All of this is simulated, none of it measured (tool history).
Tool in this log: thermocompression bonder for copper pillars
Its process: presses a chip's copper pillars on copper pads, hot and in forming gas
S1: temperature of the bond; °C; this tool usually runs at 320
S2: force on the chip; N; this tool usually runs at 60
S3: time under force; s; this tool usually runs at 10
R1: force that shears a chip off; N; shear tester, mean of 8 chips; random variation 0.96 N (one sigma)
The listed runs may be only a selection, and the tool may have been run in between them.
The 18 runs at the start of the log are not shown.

run,hour,S1,S2,S3,R1
19,171.5,320,60,10,77.3
20,182.6,320,60,10,76.6
21,194.2,320,75,6,76.1
22,202.8,320,75,6,77.5
23,214.3,320,60,13,82.3
# hour 216.8: heater calibrated with a thermocouple chip
24,225.5,331,60,5,67.5
25,235.7,311,60,8,65
# hour 248.9: heater calibrated with a thermocouple chip, once more
26,250,311,60,8,69.4
27,262.8,336,47,11,79.9
28,272.9,335,60,19,102.3
29,278.4,335,60,19,100.4
30,287.9,335,60,19,100.4
31,294,312,71,15,92.1
32,306.1,343,71,19,112.1
33,313,343,80,30,117.7
34,319.6,345,80,30,116.7
35,332.7,345,80,30,112.3
36,339.3,325,58,14,87
37,347.4,290,74,10,70
38,359.3,304,74,6,68.4
39,372.8,323,58,15,88.2

4 options for the next run, each taken on its own from the tool as it stands now. Forecast them:
A,384.5,326,41,15,?
B,384.5,301,49,15,?
C,384.5,320,58,10,?
D,384.5,295,58,30,?

run,R1
A,72.2
B,64.3
C,76.4
D,84.4
Had the tool no hidden state, the same runs would have come out as:
run,R1
A,75.9
B,67.8
C,80.2
D,88.4

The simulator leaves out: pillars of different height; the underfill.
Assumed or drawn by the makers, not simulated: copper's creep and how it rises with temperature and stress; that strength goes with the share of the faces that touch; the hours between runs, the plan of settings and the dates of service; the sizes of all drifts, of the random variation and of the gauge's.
